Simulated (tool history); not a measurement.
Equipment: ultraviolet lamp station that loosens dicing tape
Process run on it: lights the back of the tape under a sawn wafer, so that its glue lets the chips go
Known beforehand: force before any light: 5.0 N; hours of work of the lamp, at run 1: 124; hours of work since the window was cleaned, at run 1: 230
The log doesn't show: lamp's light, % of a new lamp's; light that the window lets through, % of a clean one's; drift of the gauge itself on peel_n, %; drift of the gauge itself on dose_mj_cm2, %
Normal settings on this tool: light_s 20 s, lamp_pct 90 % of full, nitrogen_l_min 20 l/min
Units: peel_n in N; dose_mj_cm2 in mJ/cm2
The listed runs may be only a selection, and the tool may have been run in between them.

| run | hour | light_s | lamp_pct | nitrogen_l_min | hours of work of the lamp | hours of work since the window was cleaned | peel_n | dose_mj_cm2 |
|---|---|---|---|---|---|---|---|---|
| 1 | 0 | 20 | 90 | 20 | 124 | 230 | 0.195 | 467 |
| 2 | 31.8 | 20 | 84 | 20 | 144 | 250 | 0.213 | 437 |
| 3 | 63 | 20 | 90 | 13 | 164 | 271 | 0.241 | 467 |
| 4 | 84 | 20 | 90 | 16 | 178 | 284 | 0.214 | 464 |
| 5 | 112.5 | 20 | 90 | 16 | 196 | 303 | 0.212 | 467 |
|  | 130.4 | window cleaned of glue's vapour |
| 6 | 148.6 | 20 | 90 | 20 | 219 | 12 | 0.202 | 464 |
| 7 | 175.8 | 20 | 90 | 20 | 237 | 29 | 0.21 | 464 |
| 8 | 200 | 20 | 90 | 20 | 252 | 45 | 0.209 | 466 |
| 9 | 230.2 | 20 | 90 | 20 | 272 | 64 | 0.199 | 467 |
| 10 | 255.6 | 20 | 90 | 20 | 288 | 81 | 0.205 | 463 |
| 11 | 275.5 | 11 | 60 | 20 | 301 | 94 | 0.994 | 171 |
| 12 | 296.6 | 11 | 60 | 20 | 315 | 107 | 0.997 | 168 |
| 13 | 334.2 | 20 | 86 | 6 | 339 | 132 | 0.422 | 445 |
| 14 | 372.4 | 20 | 97 | 39 | 364 | 156 | 0.169 | 498 |
| 15 | 401.3 | 25 | 68 | 9 | 382 | 175 | 0.33 | 438 |
| 16 | 427.8 | 25 | 92 | 10 | 400 | 192 | 0.207 | 594 |
| 17 | 451.6 | 20 | 77 | 20 | 415 | 207 | 0.227 | 399 |
| 18 | 472 | 22 | 72 | 9 | 428 | 221 | 0.366 | 408 |
| 19 | 492.8 | 22 | 72 | 9 | 442 | 234 | 0.372 | 408 |
| 20 | 517.7 | 12 | 83 | 10 | 458 | 250 | 0.779 | 257 |

Consider 5 possible next runs. They are alternatives, not a sequence: every one starts from the tool as it was left by run 20. What does each give?
| A | 549.3 | 28 | 83 | 10 | 478 | 271 | ? | ? |
| B | 549.3 | 22 | 83 | 8 | 478 | 271 | ? | ? |
| C | 549.3 | 20 | 73 | 15 | 478 | 271 | ? | ? |
| D | 549.3 | 20 | 90 | 20 | 478 | 271 | ? | ? |
| E | 549.3 | 23 | 90 | 20 | 478 | 271 | ? | ? |

| run | peel_n | dose_mj_cm2 |
|---|---|---|
| A | 0.2 | 603 |
| B | 0.323 | 470 |
| C | 0.302 | 378 |
| D | 0.202 | 467 |
| E | 0.18 | 533 |
Had the tool no hidden state, the same runs would have come out as:
| run | peel_n | dose_mj_cm2 |
|---|---|---|
| A | 0.2 | 603 |
| B | 0.322 | 471 |
| C | 0.302 | 378 |
| D | 0.202 | 467 |
| E | 0.18 | 533 |
